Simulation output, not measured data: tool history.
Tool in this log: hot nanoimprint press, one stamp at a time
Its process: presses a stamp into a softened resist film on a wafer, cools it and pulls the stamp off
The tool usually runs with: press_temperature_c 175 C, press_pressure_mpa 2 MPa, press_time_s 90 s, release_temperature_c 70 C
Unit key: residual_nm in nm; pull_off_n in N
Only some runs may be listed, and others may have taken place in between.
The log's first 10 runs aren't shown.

run     day  press_temperature_c  press_pressure_mpa  press_time_s  release_temperature_c  residual_nm  pull_off_n
 11   6.629                  175                1.54            90                     70        121.9         123
 12   7.062                  175                   2            63                     70        124.6         121
 13   7.579                  175                   2            63                     59        124.3         146
 14   8.125                  175                   2            63                     72        124.7         119
 15   8.475                  175                   2           123                     72         96.1         120
 16   8.846                  170                1.73           121                     59        127.7         147
 17   9.342                  179                   2            90                     71         91.5         119
 18   9.679                  164                   2            80                     70        171.2         123
 19  10.079                  175                1.85           125                     71         98.5         124
 20  10.483                  186                1.48           151                     68         64.3         127
 21  11.046                  186                1.48           151                     68         64.4         131
 22  11.779                  176                   2            90                     77        104.7         109
 23  12.546                  182                1.61            90                     59           90         145
 24  12.971                  174                1.61            90                     59        124.3         146
 25  13.667                  167                   2            90                     63        150.2         137
 26  14.192                  182                2.82            90                     63         68.5         138
 27  14.846                  182                2.82            90                     63         68.9         133
 28  15.675                  175                2.25           140                     66         86.3         131
 29  16.271                  175                 1.5           161                     66           98         133
 30  17.025                  167                3.09           116                     74        114.9         114

Here are 3 independent what-if runs from the current tool condition. What would each one return?
  A  17.817                  173                1.43            90                     78            ?           ?
  B  17.817                  175                2.84            90                     70            ?           ?
  C  17.817                  173                2.34           156                     74            ?           ?

run  residual_nm  pull_off_n
  A        135.6         107
  B         92.8         124
  C         88.3         116
With no hidden state in the tool, these same runs would have given:
run  residual_nm  pull_off_n
  A        135.8         106
  B         92.9         123
  C         88.4         115

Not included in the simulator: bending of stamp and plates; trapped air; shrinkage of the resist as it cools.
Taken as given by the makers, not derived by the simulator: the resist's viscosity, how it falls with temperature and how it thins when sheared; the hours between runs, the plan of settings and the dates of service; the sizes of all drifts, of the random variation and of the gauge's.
